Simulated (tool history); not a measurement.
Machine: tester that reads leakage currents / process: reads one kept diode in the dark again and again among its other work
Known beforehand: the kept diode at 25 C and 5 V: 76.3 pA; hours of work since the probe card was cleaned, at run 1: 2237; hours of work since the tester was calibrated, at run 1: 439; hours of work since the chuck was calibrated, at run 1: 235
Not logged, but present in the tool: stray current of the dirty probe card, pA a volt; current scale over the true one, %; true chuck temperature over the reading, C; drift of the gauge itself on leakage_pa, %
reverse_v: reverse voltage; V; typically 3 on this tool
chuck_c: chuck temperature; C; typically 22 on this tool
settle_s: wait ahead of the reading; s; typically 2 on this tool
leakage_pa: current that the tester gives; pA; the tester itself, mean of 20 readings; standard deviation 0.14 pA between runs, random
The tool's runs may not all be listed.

run,hour,reverse_v,chuck_c,settle_s,hours of work since the probe card was cleaned,hours of work since the tester was calibrated,hours of work since the chuck was calibrated,leakage_pa
1,0,3,22,2,2237,439,235,50.83
2,36.5,3,22,2,2260,463,258,50.68
3,71.1,3,22,2,2282,485,280,51.06
4,107.4,3,22,2,2306,508,304,50.84
5,125.2,3,22,2,2317,520,315,51.19
6,144.4,3,22,6.29,2329,532,327,51.32
7,169.6,3,22,2.37,2346,548,343,51.71
8,204.9,3,59,2,2368,571,366,956.4
9,222.6,3,22,2,2380,582,378,52.05
10,250.6,3,36,2,2398,600,395,164.37
11,284.5,3,36,2,2419,622,417,165.45
12,302.6,3,22,2,2431,634,429,52.33
13,324.5,3,22,2,2445,648,443,52.29
14,351.8,3,22,1.58,2463,665,460,52.33
15,367.9,3,22,1.58,2473,675,471,52.75
16,392.4,3,22,2,2489,691,487,52.8
17,416.1,3,21,2,2504,706,502,48.73
18,441,3,21,2,2520,722,518,48.77
19,475.9,3,21,2,2542,745,540,49.37
20,507.1,3,21,2,2562,765,560,49.39
21,532.8,3,21,2,2579,781,577,49.32
22,565.4,13.62,22,2.53,2600,802,598,131.33
23,581.9,13.62,47,4.52,2610,813,608,900.01
24,617.3,2.42,31,2,2633,836,631,101.06
# hour 622.2: probe card cleaned and baked
25,636.2,3.39,21,0.66,9,846,641,55.71
26,654.4,1.64,22,2,21,858,653,39.58
27,679.3,1.64,22,2,37,874,669,39.72
28,695.9,8.12,31,2,47,884,680,204.05
29,714.6,7.21,50,0.65,59,896,692,817.81
# hour 737.9: probe card cleaned and baked, once more
30,737.9,3,28,0.78,0,909,705,84.12
31,774.3,3,28,0.78,23,933,728,84.88
32,809,3,28,0.78,46,955,750,85.01
33,836.1,1.01,28,9.69,63,972,768,48.17
34,853.3,3.78,21,2,74,983,779,51.68
35,872.7,8.27,29,2,87,996,791,159.26
36,907.3,3.81,29,1.58,109,1018,813,106.24
37,924.3,4.54,20,1.91,120,1029,824,52.41
38,958.1,4.54,20,1.91,141,1051,846,52.3
39,974.5,1.41,38,1.61,152,1061,857,134.9
40,993,1.41,38,1.61,164,1073,868,135.29

Describe how what the log doesn't record of the tool's condition differs between the last listed run preceding each entry between runs and the first listed run following it.
In the gap between runs 24 and 25: probe card cleaned and baked (hour 622.2)
  stray current of the dirty probe card, pA a volt: 1.779 -> 2.391; current scale over the true one, %: 0.24 -> 0.25; true chuck temperature over the reading, C: 0.97 -> 0.99
  measured minus no-state result, leakage_pa: +12.23 -> +12.22 pA
In the gap between runs 29 and 30: probe card cleaned and baked, once more (hour 737.9)
  stray current of the dirty probe card, pA a volt: 2.423 -> 0.023; current scale over the true one, %: 0.27 -> 0.28; true chuck temperature over the reading, C: 1.07 -> 1.09
  measured minus no-state result, leakage_pa: +81.8 -> +7.86 pA
